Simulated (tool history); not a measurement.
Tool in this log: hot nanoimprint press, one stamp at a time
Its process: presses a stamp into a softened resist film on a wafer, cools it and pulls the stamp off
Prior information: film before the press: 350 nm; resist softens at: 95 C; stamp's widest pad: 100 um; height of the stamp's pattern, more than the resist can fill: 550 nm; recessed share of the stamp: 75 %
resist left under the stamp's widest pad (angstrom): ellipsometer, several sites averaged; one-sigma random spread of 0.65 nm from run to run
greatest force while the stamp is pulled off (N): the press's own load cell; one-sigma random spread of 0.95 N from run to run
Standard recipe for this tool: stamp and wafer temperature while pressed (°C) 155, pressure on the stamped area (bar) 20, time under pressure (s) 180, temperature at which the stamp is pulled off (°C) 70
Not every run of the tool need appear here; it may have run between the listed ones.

| run | hour | stamp and wafer temperature while pressed (°C) | pressure on the stamped area (bar) | time under pressure (s) | temperature at which the stamp is pulled off (°C) | resist left under the stamp's widest pad (angstrom) | greatest force while the stamp is pulled off (N) |
|---|---|---|---|---|---|---|---|
| 1 | 0 | 155 | 20 | 180 | 70 | 1755 | 134.9 |
| 2 | 11 | 155 | 20 | 180 | 70 | 1741 | 136 |
|  | 24.2 | plate thermocouple calibrated |
| 3 | 30.5 | 155 | 20 | 180 | 70 | 1694 | 136.8 |
| 4 | 44.9 | 155 | 20 | 180 | 70 | 1709 | 133.1 |
| 5 | 58.6 | 155 | 20 | 180 | 70 | 1691 | 134.2 |
| 6 | 74.9 | 155 | 20 | 197 | 70 | 1647 | 136.7 |
| 7 | 88.9 | 155 | 20 | 180 | 70 | 1717 | 136.3 |
| 8 | 101 | 155 | 19 | 180 | 70 | 1732 | 136.6 |
| 9 | 115.1 | 155 | 19 | 180 | 70 | 1749 | 135.9 |
| 10 | 123.8 | 155 | 19 | 91 | 70 | 2160 | 137 |
| 11 | 141.1 | 148 | 20 | 180 | 70 | 2136 | 138.5 |
| 12 | 155.9 | 148 | 20 | 155 | 70 | 2219 | 136.3 |
| 13 | 167.3 | 144 | 20 | 155 | 70 | 2496 | 138.7 |
| 14 | 184.6 | 155 | 20 | 180 | 70 | 1709 | 139.1 |
| 15 | 195.7 | 155 | 20 | 180 | 70 | 1713 | 139.7 |
| 16 | 214.9 | 155 | 18.5 | 180 | 75 | 1778 | 130.9 |
| 17 | 229.3 | 155 | 18.5 | 180 | 75 | 1786 | 133 |
|  | 244 | stamp cleaned and given a new release coat |
| 18 | 247.6 | 155 | 18.5 | 180 | 75 | 1777 | 119.9 |
| 19 | 262.7 | 159 | 19.6 | 180 | 64 | 1532 | 140.3 |
| 20 | 280.6 | 159 | 21.1 | 180 | 74 | 1480 | 123.3 |
| 21 | 289.3 | 155 | 20 | 311 | 59 | 1420 | 151.1 |
| 22 | 300.4 | 151 | 28.4 | 311 | 59 | 1374 | 150.9 |
| 23 | 314.6 | 151 | 25.4 | 303 | 59 | 1466 | 150.8 |
| 24 | 327.4 | 148 | 15.4 | 180 | 74 | 2386 | 124.4 |
| 25 | 337.2 | 164 | 12.5 | 180 | 74 | 1643 | 126.1 |
| 26 | 355.6 | 146 | 25.4 | 264 | 75 | 1862 | 124.2 |
| 27 | 367.5 | 153 | 25.4 | 264 | 75 | 1447 | 127 |
| 28 | 384.7 | 153 | 25.4 | 264 | 75 | 1452 | 125.1 |
| 29 | 393.8 | 155 | 12.1 | 180 | 71 | 2175 | 133.2 |
| 30 | 406.1 | 155 | 12.1 | 180 | 71 | 2174 | 133.5 |

For some of the steps in resist left under the stamp's widest pad (angstrom) from one run to the next: how much would appear even if the tool had no hidden state, given the settings, what came in and random variation, and how much remains for the hidden state plus any gauge scatter that the measured result and the result without hidden state don't share?
Hidden conditions of the tool in this case: true temperature over the reading, C; pressure that arrives at the usual setting, %; grip of the stamp's worn release coat, % over a new coat's; drift of the gauge itself on residual_nm, %; drift of the gauge itself on pull_off_n, %.
Run 2 -> 3: plate thermocouple calibrated. resist left under the stamp's widest pad (angstrom) -47: hidden state -45, all else -2.
Run 13 -> 14: stamp and wafer temperature while pressed (°C) 144 -> 155, time under pressure (s) 155 -> 180. resist left under the stamp's widest pad (angstrom) -787: hidden state -3, all else -784.
Run 23 -> 24: stamp and wafer temperature while pressed (°C) 151 -> 148, pressure on the stamped area (bar) 25.4 -> 15.4, time under pressure (s) 303 -> 180, temperature at which the stamp is pulled off (°C) 59 -> 74. resist left under the stamp's widest pad (angstrom) +920: hidden state +5, all else +915.
Run 24 -> 25: stamp and wafer temperature while pressed (°C) 148 -> 164, pressure on the stamped area (bar) 15.4 -> 12.5. resist left under the stamp's widest pad (angstrom) -743: hidden state -12, all else -731.
Run 25 -> 26: stamp and wafer temperature while pressed (°C) 164 -> 146, pressure on the stamped area (bar) 12.5 -> 25.4, time under pressure (s) 180 -> 264, temperature at which the stamp is pulled off (°C) 74 -> 75. resist left under the stamp's widest pad (angstrom) +219: hidden state +22, all else +197.

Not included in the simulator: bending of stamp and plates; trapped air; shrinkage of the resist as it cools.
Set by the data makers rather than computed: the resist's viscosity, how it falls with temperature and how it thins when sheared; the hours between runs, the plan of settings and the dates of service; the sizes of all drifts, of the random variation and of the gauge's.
